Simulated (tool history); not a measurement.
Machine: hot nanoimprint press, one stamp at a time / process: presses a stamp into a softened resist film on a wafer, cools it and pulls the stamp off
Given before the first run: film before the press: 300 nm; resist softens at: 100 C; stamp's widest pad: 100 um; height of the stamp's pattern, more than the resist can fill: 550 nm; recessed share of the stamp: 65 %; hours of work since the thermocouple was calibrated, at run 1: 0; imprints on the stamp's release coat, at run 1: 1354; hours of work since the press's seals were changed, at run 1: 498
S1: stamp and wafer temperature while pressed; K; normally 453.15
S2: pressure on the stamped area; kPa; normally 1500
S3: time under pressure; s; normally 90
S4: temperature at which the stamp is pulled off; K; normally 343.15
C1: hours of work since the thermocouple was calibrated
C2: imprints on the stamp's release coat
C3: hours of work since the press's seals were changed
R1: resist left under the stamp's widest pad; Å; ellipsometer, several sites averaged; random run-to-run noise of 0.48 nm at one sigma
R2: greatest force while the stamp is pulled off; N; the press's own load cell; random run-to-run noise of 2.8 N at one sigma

run   hour      S1    S2   S3      S4   C1    C2   C3    R1   R2
  1    0.0  453.15  1500   90  343.15    0  1354  498  1299  182
  2   16.8  453.15  1500   90  343.15    9  1402  507  1294  180
  3   27.4  453.15  1500   90  343.15   15  1432  513  1295  182
  4   38.3  453.15  1500   90  343.15   21  1463  519  1290  175
  5   56.0  453.15  1500   90  343.15   30  1514  528  1298  179
  6   77.1  453.15  1500   90  343.15   41  1574  539  1286  188
  7   92.0  454.15  1500   90  348.15   49  1617  547  1235  175
  8  114.8  454.15  1500   90  346.15   62  1683  560  1249  187
  9  136.0  456.15   970  151  346.15   73  1743  571  1184  187
 10  150.8  456.15   970  151  346.15   81  1786  579  1177  186
 11  171.5  456.15   970  151  346.15   92  1845  590  1180  185
     201.0  -- press's hydraulic seals changed and the load cell set to zero
 12  205.8  451.15  1430   84  350.15  106  1920    3  1424  184

Below are 3 alternative next runs, each starting from the tool's condition after run 12. Predict each:
  A  229.5  445.15  1680  84  350.15  119  1988  15   ?   ?
  B  229.5  453.15  1500  76  343.15  119  1988  15   ?   ?
  C  229.5  450.15  1410  90  347.15  119  1988  15   ?   ?

run    R1   R2
  A  1652  183
  B  1332  210
  C  1451  202
With the hidden condition removed and each run's random variation left untouched, the same runs would have given:
run    R1   R2
  A  1674  119
  B  1351  138
  C  1471  131
